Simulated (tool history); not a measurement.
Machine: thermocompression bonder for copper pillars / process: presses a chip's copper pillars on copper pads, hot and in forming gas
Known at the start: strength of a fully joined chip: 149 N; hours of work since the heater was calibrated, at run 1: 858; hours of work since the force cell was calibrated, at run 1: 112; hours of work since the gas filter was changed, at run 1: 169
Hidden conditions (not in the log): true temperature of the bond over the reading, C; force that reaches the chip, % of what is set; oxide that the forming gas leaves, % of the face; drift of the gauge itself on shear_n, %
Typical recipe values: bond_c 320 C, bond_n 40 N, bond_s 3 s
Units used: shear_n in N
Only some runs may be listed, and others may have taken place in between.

run   hour  bond_c  bond_n  bond_s  hours of work since the heater was calibrated  hours of work since the force cell was calibrated  hours of work since the gas filter was changed  shear_n
  1      0     320      40       3                                            858                                                112                                             169     88.1
  2    5.2     320      40       3                                            861                                                115                                             172     87.3
  3     12     320      40       3                                            865                                                119                                             176     87.1
  4   20.4     320      40       3                                            870                                                124                                             181     87.3
  5   28.4     320      40       3                                            875                                                129                                             186     86.9
  6   37.2     320      40       3                                            881                                                135                                             192       86
  7   46.4     320      40       3                                            886                                                140                                             197     86.9
  8   52.9     320      40       3                                            890                                                144                                             201     85.4
  9   57.1     320      40       3                                            893                                                147                                             204     86.6
 10   63.3     320      40       3                                            897                                                151                                             208       84
 11   67.5     320      40       3                                            899                                                153                                             210       85
 12   74.5     320      40       4                                            904                                                157                                             215     93.2
 13   79.4     320      40       4                                            907                                                160                                             218     92.1
 14   85.2     320      40       3                                            910                                                164                                             221     85.4
 15   89.8     343      40       3                                            913                                                167                                             224    100.5
 16   98.8     343      40       3                                            919                                                172                                             230    102.1
 17  106.9     320      40       3                                            924                                                177                                             234     85.2
 18  112.6     320      40       3                                            927                                                181                                             238     85.5
 19  118.6     320      40       3                                            931                                                185                                             242     83.6
 20  128.5     320      40       3                                            937                                                191                                             248     82.9
 21    137     343      40       3                                            942                                                196                                             253    102.4
 22    147     343      40       3                                            948                                                202                                             259     99.3
     149.5  -- heater calibrated with a thermocouple chip
     153.5  -- forming gas filter changed
 23  156.5     320      40       5                                              4                                                206                                               2    101.8
 24  161.4     320      40       5                                              7                                                209                                               5    101.2
 25  170.6     326      46       5                                             13                                                215                                              11    109.3
 26    177     326      46       5                                             17                                                219                                              14    110.2
 27  184.9     326      46       5                                             21                                                224                                              19    110.3
     190.4  -- heater calibrated with a thermocouple chip, once more
 28  195.7     320      53       5                                              3                                                229                                              25    118.6
 29  203.6     327      38       2                                              8                                                234                                              30     89.1
 30  209.3     323      45       2                                             12                                                237                                              33     92.2
 31  216.6     320      55       7                                             16                                                242                                              38    125.5
 32  220.9     320      55       7                                             19                                                244                                              40    124.5
 33  227.3     304      58       2                                             23                                                248                                              44     84.4
 34  233.1     304      58       2                                             26                                                252                                              48     84.7
 35  238.6     298      28       2                                             30                                                255                                              51     57.5
 36  245.4     295      32       2                                             34                                                260                                              55     58.3
 37  253.7     320      25       6                                             39                                                265                                              60     98.6
 38  262.3     314      29       2                                             44                                                270                                              66     68.6
 39  269.6     332      60       3                                             49                                                274                                              70    115.9

5 options for the next run, each taken on its own from the tool as it stands now. Forecast them:
  A   277     325      52       4                                             53                                                279                                              75        ?
  B   277     312      60       3                                             53                                                279                                              75        ?
  C   277     305      49       3                                             53                                                279                                              75        ?
  D   277     305      37       3                                             53                                                279                                              75        ?
  E   277     319      59       3                                             53                                                279                                              75        ?

run  shear_n
  A    112.7
  B    101.9
  C     88.1
  D     80.8
  E    104.6
Stripped of hidden state, with their random variation kept, the same runs would have yielded:
run  shear_n
  A    116.8
  B    105.9
  C     91.7
  D     84.2
  E    108.6
